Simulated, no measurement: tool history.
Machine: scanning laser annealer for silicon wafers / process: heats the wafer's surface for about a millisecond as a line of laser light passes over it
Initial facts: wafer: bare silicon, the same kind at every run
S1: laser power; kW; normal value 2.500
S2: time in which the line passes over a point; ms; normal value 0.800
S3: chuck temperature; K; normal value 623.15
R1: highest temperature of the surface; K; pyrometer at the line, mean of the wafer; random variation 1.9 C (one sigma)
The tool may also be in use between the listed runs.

Run 1, hour 0.0: usual settings. Result: R1 1445.15 K.
Run 2, hour 43.5: usual settings. Result: R1 1443.15 K.
Run 3, hour 87.9: usual settings. Result: R1 1445.15 K.
Run 4, hour 123.1: usual settings. Result: R1 1444.15 K.
Run 5, hour 158.0: usual settings but S2 0.898 ms. Result: R1 1499.15 K.
Run 6, hour 183.7: usual settings but S2 0.898 ms. Result: R1 1497.15 K.
Run 7, hour 228.5: usual settings but S2 0.898 ms. Result: R1 1498.15 K.
Run 8, hour 286.4: usual settings but S2 0.898 ms. Result: R1 1494.15 K.
Run 9, hour 342.2: usual settings but S1 2.146 kW. Result: R1 1321.15 K.
Run 10, hour 394.6: usual settings. Result: R1 1444.15 K.
Run 11, hour 446.2: usual settings. Result: R1 1442.15 K.
Run 12, hour 477.4: usual settings. Result: R1 1442.15 K.
Run 13, hour 502.4: usual settings but S1 2.575 kW. Result: R1 1471.15 K.
Run 14, hour 528.8: usual settings but S1 2.703 kW. Result: R1 1516.15 K.
Run 15, hour 566.6: usual settings but S1 2.703 kW, S2 0.606 ms. Result: R1 1396.15 K.
At hour 593.5: window over the wafer cleaned.
Run 16, hour 611.2: usual settings but S1 2.703 kW, S2 0.606 ms. Result: R1 1399.15 K.
Run 17, hour 656.2: usual settings but S1 2.544 kW, S3 635.15 K. Result: R1 1476.15 K.
Run 18, hour 689.4: usual settings but S1 2.544 kW, S3 635.15 K. Result: R1 1474.15 K.
Run 19, hour 723.3: usual settings but S3 624.15 K. Result: R1 1442.15 K.
Run 20, hour 767.9: usual settings but S1 2.201 kW, S2 0.597 ms. Result: R1 1239.15 K.
Run 21, hour 792.0: usual settings but S1 2.201 kW, S2 0.893 ms, S3 654.15 K. Result: R1 1413.15 K.
At hour 802.2: optics aligned, line set to its width.
Run 22, hour 852.2: usual settings but S3 657.15 K. Result: R1 1480.15 K.
Run 23, hour 882.1: usual settings but S1 2.306 kW. Result: R1 1375.15 K.
Run 24, hour 923.3: usual settings but S1 2.306 kW. Result: R1 1375.15 K.
Run 25, hour 965.2: usual settings but S1 2.306 kW. Result: R1 1375.15 K.
Run 26, hour 1000.5: usual settings but S1 2.306 kW. Result: R1 1376.15 K.
Run 27, hour 1025.6: usual settings but S1 2.253 kW, S2 0.712 ms, S3 632.15 K. Result: R1 1325.15 K.
Run 28, hour 1056.7: usual settings but S1 2.664 kW, S2 0.847 ms, S3 621.15 K. Result: R1 1531.15 K.
Run 29, hour 1102.5: usual settings but S1 2.664 kW, S2 0.847 ms, S3 621.15 K. Result: R1 1529.15 K.

Below are 4 alternative next runs, each starting from the tool's condition after run 29. Predict each:
Run A, hour 1148.8: usual settings but S1 2.519 kW, S2 0.685 ms, S3 630.15 K. Result: R1 ?.
Run B, hour 1148.8: usual settings but S1 2.228 kW, S2 0.830 ms, S3 626.15 K. Result: R1 ?.
Run C, hour 1148.8: usual settings but S1 2.601 kW, S2 0.847 ms, S3 621.15 K. Result: R1 ?.
Run D, hour 1148.8: usual settings but S1 2.205 kW, S2 0.613 ms, S3 658.15 K. Result: R1 ?.

run       R1
  A  1394.15
  B  1364.15
  C  1505.15
  D  1283.15
With the hidden condition removed and each run's random variation left untouched, the same runs would have given:
run       R1
  A  1394.15
  B  1365.15
  C  1505.15
  D  1283.15
